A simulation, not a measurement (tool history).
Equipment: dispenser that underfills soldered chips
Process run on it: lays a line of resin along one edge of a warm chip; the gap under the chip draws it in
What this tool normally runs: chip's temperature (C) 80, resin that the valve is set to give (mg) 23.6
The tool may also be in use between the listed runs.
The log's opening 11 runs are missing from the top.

run,hour,chip's temperature (C),resin that the valve is set to give (mg),hours of work since the syringe was changed,hours of work since the valve was cleaned,hours of work since the stage was calibrated,time until the resin shows at the far edge (s),resin that the valve gave (mg)
12,58.5,80,25.1,8,10,169,142.0,24.81
# hour 62.7: new syringe of resin
13,63.6,80,25.1,1,13,172,111.7,24.88
14,68.6,80,25.1,4,16,176,124.7,24.70
15,74.0,87,23.6,7,20,179,114.2,23.21
# hour 78.7: new syringe of resin
16,78.8,89,23.6,0,23,182,81.2,23.15
17,82.6,89,23.6,3,25,185,89.4,23.31
18,86.0,89,23.6,5,28,187,96.5,23.32
19,89.1,89,23.6,7,30,189,103.8,23.01
# hour 94.6: new syringe of resin
20,94.6,68,21.0,0,33,192,175.6,20.38
21,98.1,68,21.0,2,35,195,195.1,20.58
22,101.0,77,21.1,4,37,197,150.2,20.29
23,108.0,75,23.6,9,42,201,184.7,22.76
# hour 110.5: new syringe of resin
24,113.0,73,28.9,2,45,204,145.9,27.93
25,118.4,73,28.9,5,49,208,170.2,27.88
26,122.4,80,23.6,8,51,211,154.0,22.60
27,125.4,94,27.2,10,53,213,100.1,26.08
# hour 126.6: new syringe of resin
28,129.5,80,24.2,2,56,215,118.2,23.10
29,132.5,80,24.2,4,58,217,127.0,23.05
30,138.8,85,30.1,8,62,221,124.2,28.56
# hour 142.4: new syringe of resin
31,142.9,76,21.6,0,64,224,131.4,20.53

Predict each of these 4 candidate next runs independently; none follows another, all start after run 31:
A,149.5,67,21.6,5,69,228,?,?
B,149.5,76,20.6,5,69,228,?,?
C,149.5,69,25.7,5,69,228,?,?
D,149.5,80,24.7,5,69,228,?,?

run,time until the resin shows at the far edge (s),resin that the valve gave (mg)
A,219.7,20.55
B,161.5,19.48
C,193.9,24.08
D,128.6,23.57
With the hidden condition removed and each run's random variation left untouched, the same runs would have given:
run,time until the resin shows at the far edge (s),resin that the valve gave (mg)
A,179.3,21.78
B,131.3,20.64
C,160.0,25.53
D,105.9,24.98

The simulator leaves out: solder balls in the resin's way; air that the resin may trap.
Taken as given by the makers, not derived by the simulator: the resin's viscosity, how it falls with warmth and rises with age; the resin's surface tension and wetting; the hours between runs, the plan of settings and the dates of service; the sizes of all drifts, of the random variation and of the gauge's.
